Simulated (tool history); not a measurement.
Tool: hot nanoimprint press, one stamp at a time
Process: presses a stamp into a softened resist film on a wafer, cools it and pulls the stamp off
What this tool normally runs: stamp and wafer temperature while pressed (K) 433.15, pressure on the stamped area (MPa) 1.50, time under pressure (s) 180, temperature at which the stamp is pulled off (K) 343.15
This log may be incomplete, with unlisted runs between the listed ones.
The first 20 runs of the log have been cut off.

run,hour,stamp and wafer temperature while pressed (K),pressure on the stamped area (MPa),time under pressure (s),temperature at which the stamp is pulled off (K),resist left under the stamp's widest pad (nm),greatest force while the stamp is pulled off (N)
21,223.8,436.15,1.07,202,337.15,91.9,199
22,238.5,436.15,1.07,202,337.15,91.4,200
23,247.5,433.15,1.50,94,333.15,130.1,218
24,262.6,433.15,1.50,94,333.15,129.8,217
25,272.8,433.15,1.50,94,333.15,130.7,219
26,280.7,427.15,1.50,114,341.15,168.0,182
27,290.5,438.15,2.32,252,331.15,51.8,228
28,298.6,438.15,2.32,252,331.15,51.8,228
29,313.8,438.15,2.32,252,331.15,51.1,231
30,330.9,438.15,2.32,252,331.15,52.2,231
31,339.3,430.15,1.05,288,335.15,117.6,213

Alternative continuations, all from the tool just after run 31; predict every row:
A,346.7,433.15,1.37,180,343.15,?,?
B,346.7,422.15,1.50,131,331.15,?,?
C,346.7,433.15,1.50,180,338.15,?,?

run,resist left under the stamp's widest pad (nm),greatest force while the stamp is pulled off (N)
A,106.3,179
B,199.1,230
C,101.9,202
With no hidden state in the tool, these same runs would have given:
run,resist left under the stamp's widest pad (nm),greatest force while the stamp is pulled off (N)
A,101.6,157
B,194.4,203
C,97.2,178
